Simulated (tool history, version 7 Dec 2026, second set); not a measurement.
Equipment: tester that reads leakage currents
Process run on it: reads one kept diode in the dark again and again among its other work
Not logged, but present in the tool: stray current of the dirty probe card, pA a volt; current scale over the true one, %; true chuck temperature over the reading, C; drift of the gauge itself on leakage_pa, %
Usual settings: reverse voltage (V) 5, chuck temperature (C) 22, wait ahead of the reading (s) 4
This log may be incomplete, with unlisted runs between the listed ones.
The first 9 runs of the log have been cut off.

run,hour,reverse voltage (V),chuck temperature (C),wait ahead of the reading (s),hours of work since the probe card was cleaned,hours of work since the tester was calibrated,hours of work since the chuck was calibrated,current that the tester gives (pA)
10,777.7,5,22,4,2215,447,688,7.81
11,870.7,5,22,4,2269,501,741,7.78
12,923.6,5,35,4,2299,531,772,20.32
# hour 972.4: chuck's temperature calibrated
13,996.3,5,35,4,2340,572,14,20.24
14,1118.9,5,22,2.72,2410,642,84,7.89
15,1224.5,5,22,2.72,2471,703,145,7.95
16,1337.6,3.28,22,2.72,2536,768,210,6.62
17,1404.1,3.28,22,2.72,2574,806,248,6.62
18,1465.9,5,59,4,2610,842,284,100.56
19,1563.4,9.23,22,4,2666,898,340,10.17
20,1619,9.23,22,0.48,2698,930,372,14.12
21,1735.7,1.1,54,1.79,2765,997,439,40.13
22,1859.1,1.1,54,1.79,2836,1068,510,40.07
23,1965.7,5,29,4,2897,1129,571,13.07
24,2051.4,1.48,23,4,2946,1178,620,5.09
25,2170.1,5,27,4,3014,1247,689,11.32
26,2234.3,14.27,29,4,3051,1283,726,20.51
27,2334.6,5,27,5.59,3109,1341,783,11.27
# hour 2363.4: chuck's temperature calibrated
28,2393.6,2.7,32,4.37,3142,1374,17,12.69
29,2507.1,2.7,32,4.37,3207,1439,83,12.72
30,2596.9,2.7,32,4.37,3259,1491,134,12.72
31,2695,5,22,0.32,3315,1547,191,11.18
32,2770.7,3.77,49,2.94,3359,1591,234,46.94
33,2821.7,5.7,33,2.94,3388,1620,263,18.58

What will run 34 give?
34,2899.8,12.47,51,1.2,3433,1665,308,?

For run 34 the tool returned current that the tester gives (pA) 88.94.
Take away the tool's hidden state, keep the run-to-run variation as it was, and the same run would have given current that the tester gives (pA) 88.91.
